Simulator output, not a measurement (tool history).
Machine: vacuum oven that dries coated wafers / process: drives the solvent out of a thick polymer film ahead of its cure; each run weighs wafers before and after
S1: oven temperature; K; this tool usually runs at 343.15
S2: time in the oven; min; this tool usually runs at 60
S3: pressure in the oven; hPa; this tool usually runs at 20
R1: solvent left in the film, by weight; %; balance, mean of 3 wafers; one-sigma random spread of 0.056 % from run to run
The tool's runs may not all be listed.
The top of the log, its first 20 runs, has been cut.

{"run": 21, "day": 22.317, "S1": 343.15, "S2": 60, "S3": 20, "R1": 2.68}
{"run": 22, "day": 23.675, "S1": 341.15, "S2": 38, "S3": 20, "R1": 4.66}
{"run": 23, "day": 25.175, "S1": 341.15, "S2": 38, "S3": 20, "R1": 4.7}
{"run": 24, "day": 25.996, "S1": 341.15, "S2": 71, "S3": 66.8, "R1": 7.19}
{"run": 25, "day": 27.004, "S1": 346.15, "S2": 99, "S3": 60.2, "R1": 5.09}
{"day": 27.15, "done": "vacuum gauge cleaned of residue and calibrated"}
{"run": 26, "day": 28.575, "S1": 343.15, "S2": 71, "S3": 41, "R1": 4.44}
{"run": 27, "day": 29.333, "S1": 335.15, "S2": 39, "S3": 10.8, "R1": 6.41}
{"run": 28, "day": 30.746, "S1": 335.15, "S2": 67, "S3": 10.8, "R1": 4.06}
{"run": 29, "day": 32.038, "S1": 340.15, "S2": 47, "S3": 26.8, "R1": 5.05}
{"run": 30, "day": 32.85, "S1": 340.15, "S2": 47, "S3": 26.8, "R1": 5.04}
{"run": 31, "day": 34.371, "S1": 355.15, "S2": 60, "S3": 14.8, "R1": 1.12}
{"run": 32, "day": 35.012, "S1": 353.15, "S2": 58, "S3": 41.8, "R1": 2.79}
{"run": 33, "day": 36.012, "S1": 343.15, "S2": 60, "S3": 25.4, "R1": 3.41}
{"day": 36.15, "done": "vacuum gauge cleaned of residue and calibrated, once more"}
{"run": 34, "day": 37.025, "S1": 343.15, "S2": 60, "S3": 25.4, "R1": 2.95}
{"run": 35, "day": 38.246, "S1": 343.15, "S2": 60, "S3": 25.4, "R1": 2.94}
{"run": 36, "day": 38.946, "S1": 337.15, "S2": 105, "S3": 20, "R1": 2.92}
{"run": 37, "day": 40.212, "S1": 343.15, "S2": 58, "S3": 17.5, "R1": 2.44}
{"run": 38, "day": 40.946, "S1": 343.15, "S2": 58, "S3": 17.5, "R1": 2.39}
{"run": 39, "day": 42.054, "S1": 337.15, "S2": 51, "S3": 17.5, "R1": 4.65}
{"run": 40, "day": 43.133, "S1": 332.15, "S2": 35, "S3": 29.8, "R1": 9.32}
{"run": 41, "day": 44.067, "S1": 342.15, "S2": 85, "S3": 13.4, "R1": 1.56}

Branching from run 41: 5 alternative next runs. What would each branch give?
{"run": "A", "day": 44.688, "S1": 358.15, "S2": 60, "S3": 20, "R1": "?"}
{"run": "B", "day": 44.688, "S1": 350.15, "S2": 64, "S3": 20, "R1": "?"}
{"run": "C", "day": 44.688, "S1": 339.15, "S2": 62, "S3": 20, "R1": "?"}
{"run": "D", "day": 44.688, "S1": 351.15, "S2": 96, "S3": 46.8, "R1": "?"}
{"run": "E", "day": 44.688, "S1": 343.15, "S2": 31, "S3": 20, "R1": "?"}

run=A R1=1.04
run=B R1=1.47
run=C R1=3.46
run=D R1=3.04
run=E R1=4.47
Without the tool's hidden state the same runs would have given:
run=A R1=1.02
run=B R1=1.44
run=C R1=3.39
run=D R1=3
run=E R1=4.41
